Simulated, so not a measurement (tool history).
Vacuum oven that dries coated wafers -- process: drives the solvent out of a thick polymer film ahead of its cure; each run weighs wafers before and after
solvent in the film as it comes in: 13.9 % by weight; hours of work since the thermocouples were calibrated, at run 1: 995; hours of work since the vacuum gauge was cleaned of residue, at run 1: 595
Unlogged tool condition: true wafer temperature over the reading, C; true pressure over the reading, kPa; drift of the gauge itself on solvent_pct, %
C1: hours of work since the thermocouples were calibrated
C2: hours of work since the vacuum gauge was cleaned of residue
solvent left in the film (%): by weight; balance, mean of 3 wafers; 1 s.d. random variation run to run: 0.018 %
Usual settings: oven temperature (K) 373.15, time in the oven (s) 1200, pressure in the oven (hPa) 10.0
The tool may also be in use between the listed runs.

run 1 day=0.000 | oven_temperature_(K)=373.15 time_in_the_oven_(s)=1200 pressure_in_the_oven_(hPa)=10.0 | C1=995 C2=595 | solvent_left_in_the_film_(%)=1.01
run 2 day=1.079 | oven_temperature_(K)=373.15 time_in_the_oven_(s)=1200 pressure_in_the_oven_(hPa)=23.7 | C1=1006 C2=606 | solvent_left_in_the_film_(%)=1.86
run 3 day=1.942 | oven_temperature_(K)=373.15 time_in_the_oven_(s)=1200 pressure_in_the_oven_(hPa)=10.0 | C1=1015 C2=615 | solvent_left_in_the_film_(%)=1.00
run 4 day=2.796 | oven_temperature_(K)=373.15 time_in_the_oven_(s)=1200 pressure_in_the_oven_(hPa)=10.0 | C1=1025 C2=625 | solvent_left_in_the_film_(%)=0.98
run 5 day=4.262 | oven_temperature_(K)=373.15 time_in_the_oven_(s)=1200 pressure_in_the_oven_(hPa)=10.0 | C1=1040 C2=640 | solvent_left_in_the_film_(%)=0.99
run 6 day=4.933 | oven_temperature_(K)=373.15 time_in_the_oven_(s)=1200 pressure_in_the_oven_(hPa)=10.0 | C1=1047 C2=647 | solvent_left_in_the_film_(%)=0.97
run 7 day=6.208 | oven_temperature_(K)=373.15 time_in_the_oven_(s)=1200 pressure_in_the_oven_(hPa)=10.0 | C1=1061 C2=661 | solvent_left_in_the_film_(%)=0.99
run 8 day=7.138 | oven_temperature_(K)=373.15 time_in_the_oven_(s)=1200 pressure_in_the_oven_(hPa)=10.0 | C1=1071 C2=671 | solvent_left_in_the_film_(%)=1.00
run 9 day=8.404 | oven_temperature_(K)=373.15 time_in_the_oven_(s)=1200 pressure_in_the_oven_(hPa)=10.0 | C1=1084 C2=684 | solvent_left_in_the_film_(%)=1.00
run 10 day=9.846 | oven_temperature_(K)=373.15 time_in_the_oven_(s)=1200 pressure_in_the_oven_(hPa)=10.0 | C1=1100 C2=700 | solvent_left_in_the_film_(%)=1.00
run 11 day=10.450 | oven_temperature_(K)=373.15 time_in_the_oven_(s)=1200 pressure_in_the_oven_(hPa)=10.0 | C1=1106 C2=706 | solvent_left_in_the_film_(%)=1.00
run 12 day=11.608 | oven_temperature_(K)=373.15 time_in_the_oven_(s)=1200 pressure_in_the_oven_(hPa)=10.0 | C1=1119 C2=719 | solvent_left_in_the_film_(%)=1.00
run 13 day=12.312 | oven_temperature_(K)=373.15 time_in_the_oven_(s)=1200 pressure_in_the_oven_(hPa)=10.0 | C1=1126 C2=726 | solvent_left_in_the_film_(%)=1.01
run 14 day=13.329 | oven_temperature_(K)=373.15 time_in_the_oven_(s)=1200 pressure_in_the_oven_(hPa)=10.0 | C1=1137 C2=737 | solvent_left_in_the_film_(%)=1.01
run 15 day=13.971 | oven_temperature_(K)=373.15 time_in_the_oven_(s)=1200 pressure_in_the_oven_(hPa)=10.0 | C1=1144 C2=744 | solvent_left_in_the_film_(%)=0.98
run 16 day=14.783 | oven_temperature_(K)=373.15 time_in_the_oven_(s)=1200 pressure_in_the_oven_(hPa)=10.0 | C1=1153 C2=753 | solvent_left_in_the_film_(%)=1.00
run 17 day=16.258 | oven_temperature_(K)=373.15 time_in_the_oven_(s)=1200 pressure_in_the_oven_(hPa)=5.0 | C1=1168 C2=768 | solvent_left_in_the_film_(%)=0.67
run 18 day=17.204 | oven_temperature_(K)=360.15 time_in_the_oven_(s)=1200 pressure_in_the_oven_(hPa)=5.0 | C1=1178 C2=778 | solvent_left_in_the_film_(%)=1.99
run 19 day=18.104 | oven_temperature_(K)=360.15 time_in_the_oven_(s)=1200 pressure_in_the_oven_(hPa)=24.5 | C1=1188 C2=788 | solvent_left_in_the_film_(%)=3.78
run 20 day=18.888 | oven_temperature_(K)=359.15 time_in_the_oven_(s)=1200 pressure_in_the_oven_(hPa)=10.0 | C1=1196 C2=796 | solvent_left_in_the_film_(%)=2.62
run 21 day=19.838 | oven_temperature_(K)=359.15 time_in_the_oven_(s)=1200 pressure_in_the_oven_(hPa)=10.0 | C1=1207 C2=807 | solvent_left_in_the_film_(%)=2.57
run 22 day=20.829 | oven_temperature_(K)=359.15 time_in_the_oven_(s)=1200 pressure_in_the_oven_(hPa)=10.0 | C1=1217 C2=817 | solvent_left_in_the_film_(%)=2.62
run 23 day=22.242 | oven_temperature_(K)=362.15 time_in_the_oven_(s)=840 pressure_in_the_oven_(hPa)=7.0 | C1=1232 C2=832 | solvent_left_in_the_film_(%)=3.01
run 24 day=23.700 | oven_temperature_(K)=362.15 time_in_the_oven_(s)=840 pressure_in_the_oven_(hPa)=7.0 | C1=1248 C2=848 | solvent_left_in_the_film_(%)=2.99
run 25 day=25.175 | oven_temperature_(K)=386.15 time_in_the_oven_(s)=1560 pressure_in_the_oven_(hPa)=25.2 | C1=1264 C2=864 | solvent_left_in_the_film_(%)=1.05
run 26 day=26.483 | oven_temperature_(K)=385.15 time_in_the_oven_(s)=1980 pressure_in_the_oven_(hPa)=6.2 | C1=1278 C2=878 | solvent_left_in_the_film_(%)=0.29
run 27 day=27.179 | oven_temperature_(K)=369.15 time_in_the_oven_(s)=1200 pressure_in_the_oven_(hPa)=32.5 | C1=1285 C2=885 | solvent_left_in_the_film_(%)=2.96
run 28 day=28.604 | oven_temperature_(K)=373.15 time_in_the_oven_(s)=1200 pressure_in_the_oven_(hPa)=5.7 | C1=1300 C2=900 | solvent_left_in_the_film_(%)=0.75
run 29 day=30.075 | oven_temperature_(K)=361.15 time_in_the_oven_(s)=1200 pressure_in_the_oven_(hPa)=7.1 | C1=1316 C2=916 | solvent_left_in_the_film_(%)=2.04
run 30 day=31.192 | oven_temperature_(K)=358.15 time_in_the_oven_(s)=1200 pressure_in_the_oven_(hPa)=6.2 | C1=1328 C2=928 | solvent_left_in_the_film_(%)=2.39
run 31 day=32.104 | oven_temperature_(K)=358.15 time_in_the_oven_(s)=1200 pressure_in_the_oven_(hPa)=6.2 | C1=1338 C2=938 | solvent_left_in_the_film_(%)=2.37
-- day=32.908 oven's thermocouples calibrated
run 32 day=33.488 | oven_temperature_(K)=371.15 time_in_the_oven_(s)=960 pressure_in_the_oven_(hPa)=6.2 | C1=6 C2=952 | solvent_left_in_the_film_(%)=1.30
run 33 day=34.379 | oven_temperature_(K)=362.15 time_in_the_oven_(s)=960 pressure_in_the_oven_(hPa)=6.7 | C1=16 C2=961 | solvent_left_in_the_film_(%)=2.56
run 34 day=35.288 | oven_temperature_(K)=373.15 time_in_the_oven_(s)=600 pressure_in_the_oven_(hPa)=11.6 | C1=25 C2=971 | solvent_left_in_the_film_(%)=2.69
run 35 day=36.592 | oven_temperature_(K)=369.15 time_in_the_oven_(s)=600 pressure_in_the_oven_(hPa)=11.6 | C1=39 C2=985 | solvent_left_in_the_film_(%)=3.37
run 36 day=37.442 | oven_temperature_(K)=371.15 time_in_the_oven_(s)=1920 pressure_in_the_oven_(hPa)=11.6 | C1=48 C2=994 | solvent_left_in_the_film_(%)=0.90
run 37 day=38.408 | oven_temperature_(K)=371.15 time_in_the_oven_(s)=1920 pressure_in_the_oven_(hPa)=11.6 | C1=59 C2=1004 | solvent_left_in_the_film_(%)=0.91
run 38 day=39.038 | oven_temperature_(K)=371.15 time_in_the_oven_(s)=1920 pressure_in_the_oven_(hPa)=11.6 | C1=65 C2=1011 | solvent_left_in_the_film_(%)=0.92
run 39 day=39.804 | oven_temperature_(K)=371.15 time_in_the_oven_(s)=1920 pressure_in_the_oven_(hPa)=11.6 | C1=74 C2=1019 | solvent_left_in_the_film_(%)=0.88
run 40 day=41.271 | oven_temperature_(K)=385.15 time_in_the_oven_(s)=720 pressure_in_the_oven_(hPa)=12.7 | C1=89 C2=1035 | solvent_left_in_the_film_(%)=1.00
run 41 day=42.246 | oven_temperature_(K)=385.15 time_in_the_oven_(s)=720 pressure_in_the_oven_(hPa)=12.7 | C1=100 C2=1045 | solvent_left_in_the_film_(%)=1.00
run 42 day=43.033 | oven_temperature_(K)=368.15 time_in_the_oven_(s)=1200 pressure_in_the_oven_(hPa)=19.4 | C1=108 C2=1054 | solvent_left_in_the_film_(%)=2.12
run 43 day=43.821 | oven_temperature_(K)=361.15 time_in_the_oven_(s)=1200 pressure_in_the_oven_(hPa)=26.0 | C1=117 C2=1062 | solvent_left_in_the_film_(%)=3.78

Here are 3 independent what-if runs from the current tool condition. What would each one return?
run A day=44.992 | oven_temperature_(K)=372.15 time_in_the_oven_(s)=1620 pressure_in_the_oven_(hPa)=26.0 | C1=129 C2=1074 | solvent_left_in_the_film_(%)=?
run B day=44.992 | oven_temperature_(K)=373.15 time_in_the_oven_(s)=1740 pressure_in_the_oven_(hPa)=13.7 | C1=129 C2=1074 | solvent_left_in_the_film_(%)=?
run C day=44.992 | oven_temperature_(K)=360.15 time_in_the_oven_(s)=1620 pressure_in_the_oven_(hPa)=38.1 | C1=129 C2=1074 | solvent_left_in_the_film_(%)=?

run=A solvent_left_in_the_film_(%)=1.87
run=B solvent_left_in_the_film_(%)=0.95
run=C solvent_left_in_the_film_(%)=4.57
The same runs, with their run-to-run variation unchanged, on a tool lacking any hidden condition would have given:
run=A solvent_left_in_the_film_(%)=1.86
run=B solvent_left_in_the_film_(%)=0.94
run=C solvent_left_in_the_film_(%)=4.56

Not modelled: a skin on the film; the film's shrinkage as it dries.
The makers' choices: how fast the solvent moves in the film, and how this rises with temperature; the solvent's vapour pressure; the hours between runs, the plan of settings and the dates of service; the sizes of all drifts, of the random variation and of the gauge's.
